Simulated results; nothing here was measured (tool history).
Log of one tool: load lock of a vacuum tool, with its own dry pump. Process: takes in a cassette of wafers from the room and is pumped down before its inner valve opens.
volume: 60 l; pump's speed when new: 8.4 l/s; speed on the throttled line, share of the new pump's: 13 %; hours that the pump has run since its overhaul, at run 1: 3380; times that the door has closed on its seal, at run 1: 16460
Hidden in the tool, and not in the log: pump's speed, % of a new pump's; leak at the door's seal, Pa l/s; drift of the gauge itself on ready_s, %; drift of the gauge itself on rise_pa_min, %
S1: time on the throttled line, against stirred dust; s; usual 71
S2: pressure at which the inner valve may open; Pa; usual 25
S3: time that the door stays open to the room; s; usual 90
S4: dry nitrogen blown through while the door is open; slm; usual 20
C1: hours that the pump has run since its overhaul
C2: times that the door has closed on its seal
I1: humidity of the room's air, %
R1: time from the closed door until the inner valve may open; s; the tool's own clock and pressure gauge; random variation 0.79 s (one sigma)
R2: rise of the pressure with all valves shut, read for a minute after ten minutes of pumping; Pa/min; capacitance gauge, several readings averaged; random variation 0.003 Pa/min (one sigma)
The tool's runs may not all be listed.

{"run": 1, "hour": 0.0, "S1": 71, "S2": 25, "S3": 90, "S4": 20, "C1": 3380, "C2": 16460, "I1": 43.1, "R1": 123.4, "R2": 0.063}
{"run": 2, "hour": 215.5, "S1": 71, "S2": 25, "S3": 90, "S4": 20, "C1": 3596, "C2": 17509, "I1": 44.6, "R1": 124.1, "R2": 0.069}
{"run": 3, "hour": 369.1, "S1": 66, "S2": 25, "S3": 90, "S4": 20, "C1": 3749, "C2": 18257, "I1": 45.5, "R1": 120.8, "R2": 0.07}
{"run": 4, "hour": 677.2, "S1": 71, "S2": 43, "S3": 90, "S4": 20, "C1": 4057, "C2": 19757, "I1": 48.4, "R1": 119.6, "R2": 0.079}
{"run": 5, "hour": 947.5, "S1": 71, "S2": 43, "S3": 90, "S4": 20, "C1": 4328, "C2": 21074, "I1": 44.4, "R1": 120.1, "R2": 0.073}
{"run": 6, "hour": 1099.0, "S1": 71, "S2": 43, "S3": 90, "S4": 20, "C1": 4479, "C2": 21812, "I1": 45, "R1": 119.3, "R2": 0.076}
{"run": 7, "hour": 1252.6, "S1": 71, "S2": 43, "S3": 90, "S4": 20, "C1": 4633, "C2": 22559, "I1": 49.3, "R1": 120.2, "R2": 0.085}
{"run": 8, "hour": 1541.0, "S1": 71, "S2": 43, "S3": 90, "S4": 20, "C1": 4921, "C2": 23964, "I1": 43.8, "R1": 121.5, "R2": 0.083}
{"run": 9, "hour": 1682.0, "S1": 71, "S2": 43, "S3": 90, "S4": 20, "C1": 5062, "C2": 24651, "I1": 40.1, "R1": 120.8, "R2": 0.082}
{"run": 10, "hour": 1881.5, "S1": 71, "S2": 43, "S3": 90, "S4": 20, "C1": 5262, "C2": 25622, "I1": 43.9, "R1": 122.4, "R2": 0.09}
{"run": 11, "hour": 2109.5, "S1": 71, "S2": 25, "S3": 90, "S4": 9, "C1": 5490, "C2": 26732, "I1": 51.6, "R1": 126.3, "R2": 0.116}
{"run": 12, "hour": 2312.6, "S1": 71, "S2": 25, "S3": 90, "S4": 9, "C1": 5693, "C2": 27721, "I1": 45.7, "R1": 125.1, "R2": 0.114}
{"run": 13, "hour": 2442.2, "S1": 71, "S2": 22, "S3": 53, "S4": 20, "C1": 5822, "C2": 28352, "I1": 49.4, "R1": 128, "R2": 0.09}
{"run": 14, "hour": 2630.3, "S1": 71, "S2": 24, "S3": 90, "S4": 20, "C1": 6010, "C2": 29268, "I1": 43.6, "R1": 127.4, "R2": 0.101}
{"run": 15, "hour": 2883.0, "S1": 71, "S2": 36, "S3": 90, "S4": 13, "C1": 6263, "C2": 30498, "I1": 42.4, "R1": 124.5, "R2": 0.106}
{"run": 16, "hour": 3061.8, "S1": 48, "S2": 25, "S3": 90, "S4": 38, "C1": 6442, "C2": 31369, "I1": 46.9, "R1": 108.5, "R2": 0.096}
{"run": 17, "hour": 3294.8, "S1": 48, "S2": 25, "S3": 90, "S4": 38, "C1": 6675, "C2": 32504, "I1": 46.3, "R1": 107.9, "R2": 0.103}
{"run": 18, "hour": 3587.7, "S1": 55, "S2": 25, "S3": 90, "S4": 32, "C1": 6968, "C2": 33930, "I1": 43.3, "R1": 114.3, "R2": 0.117}
{"run": 19, "hour": 3851.8, "S1": 55, "S2": 25, "S3": 90, "S4": 32, "C1": 7232, "C2": 35216, "I1": 44.1, "R1": 113.3, "R2": 0.11}
{"run": 20, "hour": 3996.0, "S1": 58, "S2": 25, "S3": 90, "S4": 38, "C1": 7376, "C2": 35919, "I1": 43.9, "R1": 115.4, "R2": 0.117}
{"run": 21, "hour": 4153.2, "S1": 73, "S2": 25, "S3": 148, "S4": 6, "C1": 7533, "C2": 36684, "I1": 41, "R1": 130.6, "R2": 0.156}
{"run": 22, "hour": 4404.5, "S1": 73, "S2": 25, "S3": 148, "S4": 6, "C1": 7785, "C2": 37908, "I1": 43.8, "R1": 130.7, "R2": 0.154}
{"run": 23, "hour": 4566.8, "S1": 71, "S2": 25, "S3": 30, "S4": 10, "C1": 7947, "C2": 38698, "I1": 46.1, "R1": 127.8, "R2": 0.133}
{"run": 24, "hour": 4822.7, "S1": 71, "S2": 25, "S3": 140, "S4": 16, "C1": 8203, "C2": 39944, "I1": 43.9, "R1": 127.9, "R2": 0.156}

Forecast each of these 4 alternatives for the next run:
{"run": "A", "hour": 5120.8, "S1": 71, "S2": 21, "S3": 77, "S4": 20, "C1": 8501, "C2": 41396, "I1": 49.6, "R1": "?", "R2": "?"}
{"run": "B", "hour": 5120.8, "S1": 71, "S2": 25, "S3": 101, "S4": 16, "C1": 8501, "C2": 41396, "I1": 46.2, "R1": "?", "R2": "?"}
{"run": "C", "hour": 5120.8, "S1": 71, "S2": 25, "S3": 42, "S4": 16, "C1": 8501, "C2": 41396, "I1": 44.5, "R1": "?", "R2": "?"}
{"run": "D", "hour": 5120.8, "S1": 42, "S2": 25, "S3": 90, "S4": 10, "C1": 8501, "C2": 41396, "I1": 48.4, "R1": "?", "R2": "?"}

run=A R1=129.1 R2=0.152
run=B R1=128.3 R2=0.157
run=C R1=130 R2=0.148
run=D R1=103.7 R2=0.168
Without the tool's hidden state the same runs would have given:
run=A R1=121.9 R2=0.03
run=B R1=121.3 R2=0.036
run=C R1=122.9 R2=0.027
run=D R1=96.2 R2=0.05
